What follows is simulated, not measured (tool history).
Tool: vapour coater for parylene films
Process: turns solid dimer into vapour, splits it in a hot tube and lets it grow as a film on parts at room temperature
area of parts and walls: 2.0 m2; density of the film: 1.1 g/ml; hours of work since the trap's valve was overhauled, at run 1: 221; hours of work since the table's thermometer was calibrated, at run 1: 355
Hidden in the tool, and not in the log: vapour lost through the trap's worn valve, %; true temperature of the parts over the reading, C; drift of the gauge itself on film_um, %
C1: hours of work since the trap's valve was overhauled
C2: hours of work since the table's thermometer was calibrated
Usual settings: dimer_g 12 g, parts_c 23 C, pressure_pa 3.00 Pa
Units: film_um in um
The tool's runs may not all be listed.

{"run": 1, "hour": 0.0, "dimer_g": 12, "parts_c": 23, "pressure_pa": 3.0, "C1": 221, "C2": 355, "film_um": 3.33}
{"run": 2, "hour": 20.8, "dimer_g": 12, "parts_c": 23, "pressure_pa": 3.0, "C1": 238, "C2": 372, "film_um": 3.34}
{"run": 3, "hour": 45.2, "dimer_g": 12, "parts_c": 23, "pressure_pa": 3.0, "C1": 258, "C2": 392, "film_um": 3.31}
{"run": 4, "hour": 56.6, "dimer_g": 12, "parts_c": 23, "pressure_pa": 3.8, "C1": 267, "C2": 401, "film_um": 3.2}
{"run": 5, "hour": 72.3, "dimer_g": 12, "parts_c": 23, "pressure_pa": 3.8, "C1": 280, "C2": 414, "film_um": 3.18}
{"run": 6, "hour": 85.5, "dimer_g": 12, "parts_c": 23, "pressure_pa": 3.8, "C1": 291, "C2": 425, "film_um": 3.18}
{"run": 7, "hour": 104.4, "dimer_g": 15, "parts_c": 23, "pressure_pa": 3.8, "C1": 307, "C2": 441, "film_um": 3.97}
{"run": 8, "hour": 117.6, "dimer_g": 13, "parts_c": 23, "pressure_pa": 3.0, "C1": 317, "C2": 451, "film_um": 3.55}
{"run": 9, "hour": 137.7, "dimer_g": 13, "parts_c": 23, "pressure_pa": 3.0, "C1": 334, "C2": 468, "film_um": 3.55}
{"run": 10, "hour": 161.7, "dimer_g": 5, "parts_c": 23, "pressure_pa": 3.0, "C1": 353, "C2": 487, "film_um": 1.39}
{"run": 11, "hour": 174.1, "dimer_g": 5, "parts_c": 23, "pressure_pa": 3.0, "C1": 364, "C2": 498, "film_um": 1.35}
{"run": 12, "hour": 196.2, "dimer_g": 12, "parts_c": 23, "pressure_pa": 6.75, "C1": 382, "C2": 516, "film_um": 2.83}
{"run": 13, "hour": 216.0, "dimer_g": 12, "parts_c": 23, "pressure_pa": 6.75, "C1": 398, "C2": 532, "film_um": 2.85}
{"run": 14, "hour": 233.8, "dimer_g": 12, "parts_c": 23, "pressure_pa": 6.75, "C1": 413, "C2": 546, "film_um": 2.84}
{"run": 15, "hour": 243.7, "dimer_g": 12, "parts_c": 18, "pressure_pa": 6.75, "C1": 421, "C2": 555, "film_um": 3.21}
{"run": 16, "hour": 253.9, "dimer_g": 12, "parts_c": 18, "pressure_pa": 6.75, "C1": 429, "C2": 563, "film_um": 3.18}
{"run": 17, "hour": 271.8, "dimer_g": 12, "parts_c": 23, "pressure_pa": 2.46, "C1": 444, "C2": 578, "film_um": 3.32}
{"run": 18, "hour": 287.8, "dimer_g": 12, "parts_c": 23, "pressure_pa": 3.0, "C1": 457, "C2": 591, "film_um": 3.19}
{"hour": 309.7, "done": "trap's valve overhauled"}
{"run": 19, "hour": 314.5, "dimer_g": 12, "parts_c": 23, "pressure_pa": 3.0, "C1": 4, "C2": 609, "film_um": 3.51}
{"run": 20, "hour": 328.7, "dimer_g": 12, "parts_c": 23, "pressure_pa": 3.0, "C1": 16, "C2": 621, "film_um": 3.53}
{"run": 21, "hour": 351.5, "dimer_g": 12, "parts_c": 23, "pressure_pa": 3.0, "C1": 34, "C2": 639, "film_um": 3.51}
{"run": 22, "hour": 368.2, "dimer_g": 12, "parts_c": 23, "pressure_pa": 3.0, "C1": 48, "C2": 653, "film_um": 3.49}
{"run": 23, "hour": 387.4, "dimer_g": 12, "parts_c": 23, "pressure_pa": 4.92, "C1": 64, "C2": 669, "film_um": 3.22}
{"run": 24, "hour": 409.2, "dimer_g": 12, "parts_c": 23, "pressure_pa": 4.92, "C1": 81, "C2": 687, "film_um": 3.22}
{"run": 25, "hour": 431.1, "dimer_g": 11, "parts_c": 19, "pressure_pa": 2.98, "C1": 99, "C2": 705, "film_um": 3.47}
{"run": 26, "hour": 449.7, "dimer_g": 11, "parts_c": 19, "pressure_pa": 2.98, "C1": 115, "C2": 720, "film_um": 3.49}
{"hour": 452.4, "done": "table's thermometer calibrated"}
{"run": 27, "hour": 467.2, "dimer_g": 16, "parts_c": 21, "pressure_pa": 9.35, "C1": 128, "C2": 12, "film_um": 4.06}

The next listed run, before its measurement:
{"run": 28, "hour": 479.7, "dimer_g": 11, "parts_c": 22, "pressure_pa": 2.11, "C1": 138, "C2": 22, "film_um": "?"}

film_um: 3.44 um
Without the tool's hidden state the same run would have given film_um 3.42 um.

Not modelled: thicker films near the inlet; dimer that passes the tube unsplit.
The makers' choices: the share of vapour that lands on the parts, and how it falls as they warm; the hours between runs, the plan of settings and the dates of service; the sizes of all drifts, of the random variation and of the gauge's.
